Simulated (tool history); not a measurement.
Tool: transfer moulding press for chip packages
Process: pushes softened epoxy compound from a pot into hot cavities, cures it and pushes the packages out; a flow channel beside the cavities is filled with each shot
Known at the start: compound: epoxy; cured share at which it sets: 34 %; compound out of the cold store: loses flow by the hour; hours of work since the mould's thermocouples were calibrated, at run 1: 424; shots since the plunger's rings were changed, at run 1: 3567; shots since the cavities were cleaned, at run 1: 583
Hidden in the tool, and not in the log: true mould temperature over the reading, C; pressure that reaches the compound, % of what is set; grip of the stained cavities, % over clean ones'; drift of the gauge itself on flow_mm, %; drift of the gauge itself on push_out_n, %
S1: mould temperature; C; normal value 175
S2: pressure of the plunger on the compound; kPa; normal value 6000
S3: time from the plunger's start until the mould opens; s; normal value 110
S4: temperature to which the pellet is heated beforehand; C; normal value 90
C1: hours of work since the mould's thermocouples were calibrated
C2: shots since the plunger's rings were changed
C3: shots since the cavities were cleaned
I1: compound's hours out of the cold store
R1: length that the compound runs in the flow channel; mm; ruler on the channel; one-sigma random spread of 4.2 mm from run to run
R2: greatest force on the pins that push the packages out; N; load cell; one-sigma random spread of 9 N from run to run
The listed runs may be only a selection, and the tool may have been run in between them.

{"run": 1, "hour": 0.0, "S1": 175, "S2": 6000, "S3": 110, "S4": 90, "C1": 424, "C2": 3567, "C3": 583, "I1": 25.8, "R1": 722, "R2": 407}
{"hour": 10.6, "done": "cavities cleaned with cleaning compound and waxed"}
{"run": 2, "hour": 35.1, "S1": 175, "S2": 5320, "S3": 110, "S4": 90, "C1": 443, "C2": 3875, "C3": 224, "I1": 15.8, "R1": 721, "R2": 409}
{"hour": 76.6, "done": "plunger's sealing rings changed"}
{"run": 3, "hour": 76.6, "S1": 175, "S2": 5320, "S3": 110, "S4": 90, "C1": 465, "C2": 0, "C3": 583, "I1": 35.8, "R1": 651, "R2": 380}
{"hour": 86.2, "done": "cavities cleaned with cleaning compound and waxed"}
{"run": 4, "hour": 115.4, "S1": 175, "S2": 5320, "S3": 110, "S4": 90, "C1": 487, "C2": 343, "C3": 269, "I1": 47.4, "R1": 624, "R2": 368}
{"hour": 156.4, "done": "cavities cleaned with cleaning compound and waxed"}
{"run": 5, "hour": 160.7, "S1": 175, "S2": 5320, "S3": 110, "S4": 90, "C1": 511, "C2": 745, "C3": 40, "I1": 19.2, "R1": 703, "R2": 412}
{"run": 6, "hour": 195.4, "S1": 175, "S2": 5320, "S3": 110, "S4": 90, "C1": 531, "C2": 1064, "C3": 359, "I1": 14.5, "R1": 730, "R2": 420}
{"hour": 228.9, "done": "cavities cleaned with cleaning compound and waxed"}
{"hour": 244.4, "done": "mould's thermocouples calibrated"}
{"run": 7, "hour": 248.5, "S1": 175, "S2": 5320, "S3": 110, "S4": 90, "C1": 2, "C2": 1519, "C3": 162, "I1": 16.4, "R1": 714, "R2": 417}
{"run": 8, "hour": 283.5, "S1": 175, "S2": 6000, "S3": 110, "S4": 90, "C1": 22, "C2": 1840, "C3": 483, "I1": 47.5, "R1": 658, "R2": 382}
{"hour": 301.2, "done": "cavities cleaned with cleaning compound and waxed"}
{"run": 9, "hour": 325.5, "S1": 175, "S2": 6000, "S3": 110, "S4": 90, "C1": 45, "C2": 2213, "C3": 224, "I1": 38.6, "R1": 686, "R2": 388}
{"run": 10, "hour": 366.9, "S1": 175, "S2": 6000, "S3": 110, "S4": 90, "C1": 69, "C2": 2592, "C3": 603, "I1": 33.9, "R1": 709, "R2": 403}
{"hour": 371.2, "done": "cavities cleaned with cleaning compound and waxed"}
{"run": 11, "hour": 411.5, "S1": 175, "S2": 6000, "S3": 110, "S4": 90, "C1": 93, "C2": 2988, "C3": 369, "I1": 23.2, "R1": 734, "R2": 396}
{"hour": 442.0, "done": "cavities cleaned with cleaning compound and waxed"}
{"run": 12, "hour": 462.1, "S1": 175, "S2": 6000, "S3": 110, "S4": 90, "C1": 121, "C2": 3440, "C3": 185, "I1": 32, "R1": 703, "R2": 383}
{"run": 13, "hour": 492.5, "S1": 175, "S2": 6000, "S3": 110, "S4": 98, "C1": 138, "C2": 3719, "C3": 464, "I1": 34.5, "R1": 689, "R2": 380}
{"hour": 513.0, "done": "cavities cleaned with cleaning compound and waxed"}
{"run": 14, "hour": 546.7, "S1": 177, "S2": 4690, "S3": 110, "S4": 92, "C1": 168, "C2": 4203, "C3": 310, "I1": 14, "R1": 673, "R2": 380}
{"hour": 552.6, "done": "plunger's sealing rings changed"}
{"run": 15, "hour": 574.6, "S1": 177, "S2": 4690, "S3": 110, "S4": 92, "C1": 183, "C2": 202, "C3": 543, "I1": 38.9, "R1": 596, "R2": 362}
{"hour": 588.2, "done": "cavities cleaned with cleaning compound and waxed"}
{"run": 16, "hour": 635.4, "S1": 175, "S2": 5120, "S3": 110, "S4": 90, "C1": 216, "C2": 747, "C3": 433, "I1": 18.7, "R1": 687, "R2": 397}
{"hour": 660.0, "done": "cavities cleaned with cleaning compound and waxed"}
{"run": 17, "hour": 672.1, "S1": 175, "S2": 6000, "S3": 110, "S4": 94, "C1": 236, "C2": 1070, "C3": 111, "I1": 41.9, "R1": 672, "R2": 384}
{"hour": 732.8, "done": "cavities cleaned with cleaning compound and waxed"}
{"run": 18, "hour": 733.8, "S1": 181, "S2": 4650, "S3": 105, "S4": 84, "C1": 270, "C2": 1623, "C3": 9, "I1": 34.4, "R1": 592, "R2": 321}
{"run": 19, "hour": 793.6, "S1": 181, "S2": 4650, "S3": 105, "S4": 84, "C1": 304, "C2": 2172, "C3": 558, "I1": 32.9, "R1": 604, "R2": 304}
{"hour": 804.0, "done": "cavities cleaned with cleaning compound and waxed"}
{"run": 20, "hour": 850.5, "S1": 171, "S2": 4510, "S3": 99, "S4": 95, "C1": 336, "C2": 2681, "C3": 427, "I1": 42.6, "R1": 585, "R2": 629}
{"hour": 874.5, "done": "cavities cleaned with cleaning compound and waxed"}
{"run": 21, "hour": 878.9, "S1": 175, "S2": 7050, "S3": 93, "S4": 90, "C1": 351, "C2": 2928, "C3": 40, "I1": 32.6, "R1": 767, "R2": 566}
{"run": 22, "hour": 917.1, "S1": 181, "S2": 7050, "S3": 93, "S4": 90, "C1": 373, "C2": 3279, "C3": 391, "I1": 17.7, "R1": 795, "R2": 414}
{"hour": 946.6, "done": "cavities cleaned with cleaning compound and waxed"}
{"run": 23, "hour": 971.6, "S1": 181, "S2": 7050, "S3": 93, "S4": 90, "C1": 403, "C2": 3765, "C3": 229, "I1": 28.9, "R1": 750, "R2": 382}
{"hour": 1017.4, "done": "cavities cleaned with cleaning compound and waxed"}
{"hour": 1027.7, "done": "plunger's sealing rings changed"}
{"run": 24, "hour": 1028.1, "S1": 170, "S2": 6000, "S3": 110, "S4": 85, "C1": 433, "C2": 4, "C3": 76, "I1": 12.6, "R1": 792, "R2": 647}
{"run": 25, "hour": 1055.2, "S1": 170, "S2": 6000, "S3": 110, "S4": 85, "C1": 448, "C2": 253, "C3": 325, "I1": 10.8, "R1": 805, "R2": 606}
{"hour": 1091.9, "done": "cavities cleaned with cleaning compound and waxed"}
{"run": 26, "hour": 1097.0, "S1": 171, "S2": 4760, "S3": 110, "S4": 85, "C1": 471, "C2": 623, "C3": 46, "I1": 29.9, "R1": 654, "R2": 535}

3 ways to go on from here, each from the tool as it stands after run 26. What would each give?
{"run": "A", "hour": 1141.5, "S1": 179, "S2": 4760, "S3": 110, "S4": 85, "C1": 496, "C2": 1032, "C3": 455, "I1": 11.7, "R1": "?", "R2": "?"}
{"run": "B", "hour": 1141.5, "S1": 171, "S2": 6090, "S3": 110, "S4": 85, "C1": 496, "C2": 1032, "C3": 455, "I1": 32.5, "R1": "?", "R2": "?"}
{"run": "C", "hour": 1141.5, "S1": 171, "S2": 4760, "S3": 127, "S4": 86, "C1": 496, "C2": 1032, "C3": 455, "I1": 20.1, "R1": "?", "R2": "?"}

run=A R1=682 R2=338
run=B R1=722 R2=536
run=C R1=671 R2=408
With the hidden condition removed and each run's random variation left untouched, the same runs would have given:
run=A R1=682 R2=335
run=B R1=723 R2=531
run=C R1=671 R2=404
